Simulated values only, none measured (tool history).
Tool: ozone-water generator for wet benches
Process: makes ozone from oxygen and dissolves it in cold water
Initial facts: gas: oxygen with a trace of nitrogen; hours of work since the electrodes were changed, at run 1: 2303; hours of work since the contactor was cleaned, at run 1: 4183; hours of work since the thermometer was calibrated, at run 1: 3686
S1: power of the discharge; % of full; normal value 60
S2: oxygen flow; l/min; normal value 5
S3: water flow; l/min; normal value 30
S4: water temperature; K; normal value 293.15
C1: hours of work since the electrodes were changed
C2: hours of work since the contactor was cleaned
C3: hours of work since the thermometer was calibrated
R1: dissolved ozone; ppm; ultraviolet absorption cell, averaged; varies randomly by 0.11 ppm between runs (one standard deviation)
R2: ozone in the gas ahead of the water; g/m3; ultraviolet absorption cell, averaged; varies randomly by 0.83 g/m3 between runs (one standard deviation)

run     day  S1    S2  S3      S4    C1    C2    C3    R1     R2
  1       0  60     5  30  293.15  2303  4183  3686   7.9  126.8
  2   2.838  60     5  30  293.15  2358  4239  3742     8    127
  3   4.517  60  6.78  30  293.15  2391  4272  3775   7.6  104.7
  4   6.438  60  4.33  30  293.15  2429  4309  3812   7.7  137.9
  5   8.088  60  4.33  30  293.15  2461  4342  3845   7.5  139.8
  6  11.142  60     5  26  293.15  2521  4401  3904   8.5  128.4
  7  13.379  69     5  30  293.15  2565  4445  3948   8.3  135.7
  8    14.9  69     5  30  293.15  2594  4475  3978   8.3  133.9
  9  17.333  69     5  30  293.15  2642  4522  4025   8.2  136.5
 10  18.925  69     5  30  293.15  2673  4553  4057   8.2  136.5
 11  21.192  69     5  30  293.15  2717  4598  4101   8.2  136.2
 12  24.046  60     5  28  293.15  2773  4654  4157     8  126.7
 13  25.404  60     5  28  293.15  2800  4680  4183   7.9  125.6
     26.538  -- contactor cleaned
 14  26.971  60     5  28  293.15  2827     8  4211   9.2  124.3
 15  28.708  60  4.39  33  293.15  2861    42  4245   7.9  136.9
 16  30.417  60  4.39  33  293.15  2895    76  4278     8  137.1
 17  33.075  84  5.34  28  293.15  2947   128  4330  10.7  143.2
 18  35.904  84  5.34  28  293.15  3002   183  4385  10.9  141.7
 19  38.254  45  6.12  26  292.15  3048   229  4431   8.4   95.1
 20  40.246  45  6.12  26  292.15  3087   268  4470   8.4   95.3
 21  43.125  60  3.01  30  293.15  3143   324  4527   8.5  171.1
 22  46.012  41     5  28  293.15  3200   381  4583   7.7  104.6
 23  47.429  41  2.67  28  293.15  3227   409  4611   7.2  154.1
 24  49.462  41  2.67  28  293.15  3267   448  4651   7.4  154.9
 25  51.033  63  2.67  28  289.15  3298   479  4681   9.1  190.4
 26  54.154  63  2.67  28  289.15  3359   540  4742   9.1  190.9

Table of differences, measured result less the result of that run with no hidden state. Run-to-run variation is the same in both. Gauge scatter possibly is not:
Hidden conditions of the tool in this case: yield of the discharge, % of new electrodes'; contactor's efficiency, % of a clean one's; true water temperature over the reading, C; drift of the gauge itself on ozone_ppm, %; drift of the gauge itself on gas_g_m3, %.
run    R1     R2
  1  -1.5     -6
  2  -1.6   -6.2
  3  -1.6   -5.1
  4  -1.6   -6.9
  5  -1.7   -7.2
  6  -1.9   -6.6
  7  -1.8   -7.8
  8  -1.8   -7.8
  9  -1.9     -8
 10  -1.8   -8.2
 11  -1.9   -8.3
 12  -1.9   -7.3
 13  -1.8   -7.3
 14  -0.7   -7.4
 15  -0.6   -8.1
 16  -0.6   -8.2
 17    -1  -10.5
 18    -1  -10.6
 19  -0.7   -5.1
 20  -0.7   -5.2
 21  -0.8  -11.4
 22  -0.6   -5.5
 23  -0.6   -8.2
 24  -0.6   -8.2
 25    -1  -13.6
 26  -0.9  -13.9
